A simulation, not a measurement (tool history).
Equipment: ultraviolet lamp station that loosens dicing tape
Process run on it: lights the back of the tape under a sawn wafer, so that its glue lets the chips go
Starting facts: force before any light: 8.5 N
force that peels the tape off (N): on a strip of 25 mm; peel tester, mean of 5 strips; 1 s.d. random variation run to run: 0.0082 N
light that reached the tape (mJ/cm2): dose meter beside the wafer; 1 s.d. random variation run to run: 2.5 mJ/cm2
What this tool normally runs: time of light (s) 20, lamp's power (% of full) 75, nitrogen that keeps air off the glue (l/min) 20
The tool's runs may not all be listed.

| run | hour | time of light (s) | lamp's power (% of full) | nitrogen that keeps air off the glue (l/min) | force that peels the tape off (N) | light that reached the tape (mJ/cm2) |
|---|---|---|---|---|---|---|
| 1 | 0 | 20 | 75 | 20 | 0.585 | 238 |
| 2 | 12.8 | 20 | 75 | 20 | 0.609 | 233 |
| 3 | 23.9 | 20 | 75 | 20 | 0.608 | 236 |
| 4 | 37.8 | 20 | 75 | 20 | 0.622 | 228 |
| 5 | 45.3 | 20 | 75 | 20 | 0.641 | 232 |
| 6 | 56.4 | 20 | 75 | 20 | 0.668 | 226 |
| 7 | 68.6 | 20 | 75 | 20 | 0.663 | 223 |
| 8 | 80.6 | 20 | 75 | 24 | 0.601 | 224 |
| 9 | 93.5 | 20 | 75 | 20 | 0.691 | 222 |
| 10 | 102.3 | 20 | 75 | 7 | 1.377 | 225 |
| 11 | 112.8 | 20 | 75 | 20 | 0.692 | 223 |
| 12 | 118.8 | 20 | 75 | 12 | 1.008 | 218 |
| 13 | 131.9 | 16 | 75 | 20 | 1.192 | 169 |
| 14 | 144.1 | 16 | 75 | 20 | 1.158 | 172 |
| 15 | 154.7 | 16 | 75 | 20 | 1.247 | 173 |
| 16 | 166.2 | 20 | 75 | 20 | 0.785 | 211 |
| 17 | 175.7 | 20 | 75 | 20 | 0.782 | 210 |
| 18 | 182.2 | 20 | 67 | 20 | 1.021 | 186 |
| 19 | 190.5 | 25 | 67 | 20 | 0.629 | 233 |
| 20 | 200.7 | 20 | 75 | 20 | 0.829 | 207 |
| 21 | 208.2 | 39 | 75 | 20 | 0.153 | 401 |
| 22 | 216.4 | 39 | 84 | 34 | 0.084 | 443 |
| 23 | 229.5 | 10 | 75 | 20 | 2.693 | 100 |
| 24 | 237.1 | 20 | 75 | 23 | 0.802 | 202 |
|  | 241 | window cleaned of glue's vapour |
| 25 | 243.5 | 20 | 75 | 23 | 0.663 | 219 |
| 26 | 254.1 | 16 | 99 | 20 | 0.621 | 231 |
| 27 | 266.4 | 35 | 63 | 22 | 0.24 | 322 |
| 28 | 278.1 | 35 | 63 | 22 | 0.249 | 317 |
| 29 | 285.6 | 35 | 63 | 22 | 0.268 | 312 |
| 30 | 299.7 | 21 | 63 | 8 | 1.687 | 188 |
| 31 | 313.8 | 24 | 68 | 27 | 0.537 | 230 |
| 32 | 319.7 | 15 | 95 | 15 | 1.059 | 199 |
| 33 | 326.4 | 20 | 75 | 13 | 1.107 | 207 |
| 34 | 335.5 | 29 | 67 | 9 | 0.805 | 265 |
| 35 | 347.8 | 20 | 65 | 16 | 1.258 | 177 |
| 36 | 355.4 | 20 | 65 | 16 | 1.313 | 175 |
| 37 | 369.5 | 14 | 75 | 25 | 1.551 | 142 |
| 38 | 379.6 | 29 | 78 | 12 | 0.47 | 299 |
| 39 | 391.3 | 29 | 78 | 12 | 0.483 | 298 |
| 40 | 403.7 | 29 | 78 | 12 | 0.494 | 295 |
| 41 | 411.5 | 35 | 75 | 14 | 0.286 | 341 |

Subtracting, for every run, the result it would have given without the tool's unlogged condition from the measured result gives the following. The same run-to-run variation enters both numbers; the gauge's scatter may not:
What the log doesn't record here: lamp's light, % of a new lamp's; light that the window lets through, % of a clean one's; drift of the gauge itself on peel_n, %; drift of the gauge itself on dose_mj_cm2, %.
| run | force that peels the tape off (N) | light that reached the tape (mJ/cm2) |
|---|---|---|
| 1 | +0.265 | -60 |
| 2 | +0.287 | -62 |
| 3 | +0.29 | -65 |
| 4 | +0.302 | -67 |
| 5 | +0.318 | -68 |
| 6 | +0.337 | -69 |
| 7 | +0.346 | -71 |
| 8 | +0.326 | -73 |
| 9 | +0.367 | -75 |
| 10 | +0.624 | -77 |
| 11 | +0.381 | -79 |
| 12 | +0.518 | -79 |
| 13 | +0.598 | -64 |
| 14 | +0.593 | -66 |
| 15 | +0.644 | -68 |
| 16 | +0.461 | -86 |
| 17 | +0.463 | -88 |
| 18 | +0.584 | -80 |
| 19 | +0.393 | -101 |
| 20 | +0.509 | -92 |
| 21 | +0.076 | -181 |
| 22 | +0.023 | -205 |
| 23 | +1.122 | -47 |
| 24 | +0.516 | -97 |
| 25 | +0.362 | -76 |
| 26 | +0.35 | -83 |
| 27 | +0.141 | -118 |
| 28 | +0.144 | -121 |
| 29 | +0.156 | -121 |
| 30 | +0.791 | -76 |
| 31 | +0.334 | -95 |
| 32 | +0.598 | -84 |
| 33 | +0.631 | -90 |
| 34 | +0.492 | -116 |
| 35 | +0.702 | -80 |
| 36 | +0.74 | -81 |
| 37 | +0.84 | -67 |
| 38 | +0.318 | -146 |
| 39 | +0.338 | -151 |
| 40 | +0.344 | -152 |
| 41 | +0.202 | -179 |
